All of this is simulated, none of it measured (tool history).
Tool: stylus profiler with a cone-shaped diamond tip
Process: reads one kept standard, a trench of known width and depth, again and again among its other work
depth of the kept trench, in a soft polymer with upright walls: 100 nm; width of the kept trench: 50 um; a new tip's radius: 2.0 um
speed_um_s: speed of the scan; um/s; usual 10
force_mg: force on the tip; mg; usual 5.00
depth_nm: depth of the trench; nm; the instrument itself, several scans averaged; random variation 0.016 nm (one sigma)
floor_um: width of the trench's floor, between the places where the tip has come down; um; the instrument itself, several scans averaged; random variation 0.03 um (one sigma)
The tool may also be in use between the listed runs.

| run | hour | speed_um_s | force_mg | depth_nm | floor_um |
|---|---|---|---|---|---|
| 1 | 0.0 | 10 | 5.00 | 102.00 | 48.73 |
| 2 | 18.7 | 10 | 5.00 | 102.01 | 48.69 |
| 3 | 44.1 | 10 | 2.14 | 101.11 | 48.70 |
| 4 | 65.4 | 10 | 5.00 | 102.02 | 48.67 |
| 5 | 90.6 | 10 | 10.61 | 103.33 | 48.65 |
| 6 | 111.0 | 10 | 2.50 | 101.25 | 48.63 |
| 7 | 133.6 | 38 | 5.00 | 102.00 | 48.63 |
| 8 | 151.8 | 38 | 5.00 | 102.02 | 48.54 |
| 9 | 167.8 | 6 | 5.69 | 102.19 | 48.65 |
| 10 | 190.9 | 6 | 5.69 | 102.19 | 48.64 |
| 11 | 203.5 | 6 | 5.69 | 102.20 | 48.70 |
| 12 | 219.0 | 6 | 5.69 | 102.21 | 48.61 |
| 13 | 237.8 | 21 | 3.78 | 101.67 | 48.59 |
| 14 | 253.8 | 4 | 8.23 | 102.79 | 48.59 |
| 15 | 275.6 | 8 | 4.20 | 101.80 | 48.69 |

Forecast each of these 5 alternatives for the next run:
| A | 293.5 | 2 | 12.40 | ? | ? |
| B | 293.5 | 8 | 4.20 | ? | ? |
| C | 293.5 | 22 | 6.49 | ? | ? |
| D | 293.5 | 9 | 2.99 | ? | ? |
| E | 293.5 | 17 | 13.10 | ? | ? |

| run | depth_nm | floor_um |
|---|---|---|
| A | 103.68 | 48.63 |
| B | 101.79 | 48.63 |
| C | 102.40 | 48.60 |
| D | 101.43 | 48.63 |
| E | 103.85 | 48.66 |
Without the tool's hidden state the same runs would have given:
| run | depth_nm | floor_um |
|---|---|---|
| A | 103.65 | 48.71 |
| B | 101.77 | 48.70 |
| C | 102.38 | 48.67 |
| D | 101.40 | 48.71 |
| E | 103.82 | 48.74 |
